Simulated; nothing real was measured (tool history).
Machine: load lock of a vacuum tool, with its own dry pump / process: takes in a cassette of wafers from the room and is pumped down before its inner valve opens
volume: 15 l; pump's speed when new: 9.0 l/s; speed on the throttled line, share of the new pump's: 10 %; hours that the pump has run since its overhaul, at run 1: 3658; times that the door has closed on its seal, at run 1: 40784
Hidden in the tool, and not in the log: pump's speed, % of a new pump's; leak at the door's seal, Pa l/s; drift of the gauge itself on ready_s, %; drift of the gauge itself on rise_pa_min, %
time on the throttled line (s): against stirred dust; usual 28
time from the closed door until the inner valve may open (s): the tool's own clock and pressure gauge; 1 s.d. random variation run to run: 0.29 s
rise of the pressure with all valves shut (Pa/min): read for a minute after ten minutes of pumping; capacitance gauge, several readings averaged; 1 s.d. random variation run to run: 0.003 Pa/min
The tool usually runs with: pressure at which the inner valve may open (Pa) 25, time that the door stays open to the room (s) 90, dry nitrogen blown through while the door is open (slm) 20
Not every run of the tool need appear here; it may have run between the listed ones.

run     hour  time on the throttled line (s)  pressure at which the inner valve may open (Pa)  time that the door stays open to the room (s)  dry nitrogen blown through while the door is open (slm)  hours that the pump has run since its overhaul  times that the door has closed on its seal  incoming humidity of the room's air, %  time from the closed door until the inner valve may open (s)  rise of the pressure with all valves shut (Pa/min)
  1      0.0                              28                                               25                                             90                                                       20                                            3658                                       40784                                    45.1                                                          39.8                                               0.596
  2    292.1                              28                                               25                                             90                                                       20                                            3951                                       42120                                    44.2                                                          39.1                                               0.624
       437.7  -- door's seal changed, seat wiped
  3    485.4                              28                                               25                                             90                                                       20                                            4142                                         218                                    46.6                                                          39.2                                               0.046
  4    828.2                              28                                               25                                             90                                                       20                                            4485                                        1787                                    44.7                                                          39.5                                               0.052
  5   1188.9                              21                                               25                                             90                                                       20                                            4846                                        3438                                    44.4                                                          34.0                                               0.061
  6   1438.5                              21                                               25                                             90                                                       20                                            5095                                        4581                                    42.0                                                          33.3                                               0.062
  7   1780.2                              43                                               25                                             90                                                       20                                            5437                                        6144                                    43.1                                                          53.1                                               0.079
  8   2136.7                              15                                               25                                             90                                                       20                                            5794                                        7776                                    44.2                                                          28.1                                               0.091
  9   2509.8                              28                                               25                                            141                                                       20                                            6167                                        9483                                    44.7                                                          40.0                                               0.103
 10   2851.4                              28                                               25                                             28                                                       20                                            6508                                       11047                                    46.5                                                          39.7                                               0.107
 11   3037.1                              28                                               25                                             28                                                       20                                            6694                                       11897                                    44.4                                                          40.2                                               0.110
 12   3393.3                              28                                               25                                             90                                                       11                                            7050                                       13527                                    48.9                                                          40.1                                               0.156
 13   3785.5                              28                                               25                                             90                                                       11                                            7442                                       15322                                    47.4                                                          39.7                                               0.173
 14   4058.6                              28                                               25                                             90                                                       11                                            7716                                       16572                                    45.1                                                          39.7                                               0.184
 15   4259.5                              28                                               25                                             90                                                       11                                            7917                                       17492                                    46.0                                                          40.3                                               0.190
 16   4589.1                              28                                               25                                             90                                                       20                                            8246                                       19000                                    43.8                                                          40.2                                               0.187
 17   4821.5                              28                                               25                                             90                                                       20                                            8478                                       20064                                    50.3                                                          39.8                                               0.206
 18   5187.2                              28                                               25                                             90                                                       20                                            8844                                       21737                                    45.8                                                          40.3                                               0.220
 19   5542.8                              28                                               25                                             90                                                       20                                            9200                                       23365                                    48.4                                                          39.9                                               0.238
 20   5858.4                              21                                               29                                            235                                                       19                                            9515                                       24810                                    45.3                                                          33.4                                               0.281
 21   6124.1                              21                                               29                                            235                                                       19                                            9781                                       26026                                    40.6                                                          33.4                                               0.294
 22   6394.2                              27                                               25                                             38                                                       29                                           10051                                       27262                                    42.6                                                          39.4                                               0.279
 23   6763.1                              33                                               43                                            182                                                        6                                           10420                                       28950                                    44.2                                                          43.2                                               0.379
 24   7095.6                              33                                               21                                             41                                                       39                                           10753                                       30472                                    43.9                                                          44.6                                               0.319
 25   7262.1                              33                                               21                                            220                                                       39                                           10919                                       31234                                    44.8                                                          45.6                                               0.351
 26   7617.1                              17                                               36                                             50                                                       33                                           11274                                       32859                                    45.3                                                          30.1                                               0.373
 27   7919.3                              26                                               20                                            125                                                        4                                           11576                                       34242                                    44.6                                                          38.7                                               0.472
 28   8109.0                              26                                               20                                            125                                                        4                                           11766                                       35110                                    44.7                                                          39.0                                               0.484
 29   8350.6                              28                                               25                                             26                                                       20                                           12008                                       36216                                    43.9                                                          40.2                                               0.439
 30   8592.3                              28                                               21                                             27                                                       22                                           12249                                       37322                                    40.9                                                          40.5                                               0.451
 31   8917.7                              51                                               24                                            165                                                       18                                           12575                                       38811                                    44.5                                                          61.3                                               0.503
 32   9123.7                              30                                               32                                            134                                                        6                                           12781                                       39754                                    44.4                                                          41.8                                               0.547
 33   9334.1                              31                                               32                                            134                                                       26                                           12991                                       40717                                    45.4                                                          42.5                                               0.526
 34   9636.9                              35                                               31                                            160                                                       32                                           13294                                       42103                                    46.4                                                          46.1                                               0.549
      9786.7  -- door's seal changed, seat wiped
 35   9955.1                              28                                               36                                            168                                                       20                                           13611                                         770                                    48.0                                                          40.0                                               0.061
 36  10183.6                              28                                               36                                            168                                                       20                                           13839                                        1816                                    43.9                                                          39.7                                               0.069
 37  10570.4                              28                                               25                                             38                                                       20                                           14226                                        3586                                    45.2                                                          40.5                                               0.056

Alternative continuations, all from the tool just after run 37; predict every row:
  A  10864.6                              28                                               22                                             38                                                       33                                           14520                                        4933                                    45.6                                                             ?                                                   ?
  B  10864.6                              28                                               23                                             90                                                       20                                           14520                                        4933                                    46.5                                                             ?                                                   ?
  C  10864.6                              20                                               20                                             97                                                       20                                           14520                                        4933                                    41.0                                                             ?                                                   ?

run  time from the closed door until the inner valve may open (s)  rise of the pressure with all valves shut (Pa/min)
  A                                                          40.8                                               0.055
  B                                                          40.4                                               0.072
  C                                                          34.0                                               0.069
Take away the tool's hidden state, keep each run's random variation, and the runs would have read:
run  time from the closed door until the inner valve may open (s)  rise of the pressure with all valves shut (Pa/min)
  A                                                          39.5                                               0.028
  B                                                          39.1                                               0.044
  C                                                          32.6                                               0.041

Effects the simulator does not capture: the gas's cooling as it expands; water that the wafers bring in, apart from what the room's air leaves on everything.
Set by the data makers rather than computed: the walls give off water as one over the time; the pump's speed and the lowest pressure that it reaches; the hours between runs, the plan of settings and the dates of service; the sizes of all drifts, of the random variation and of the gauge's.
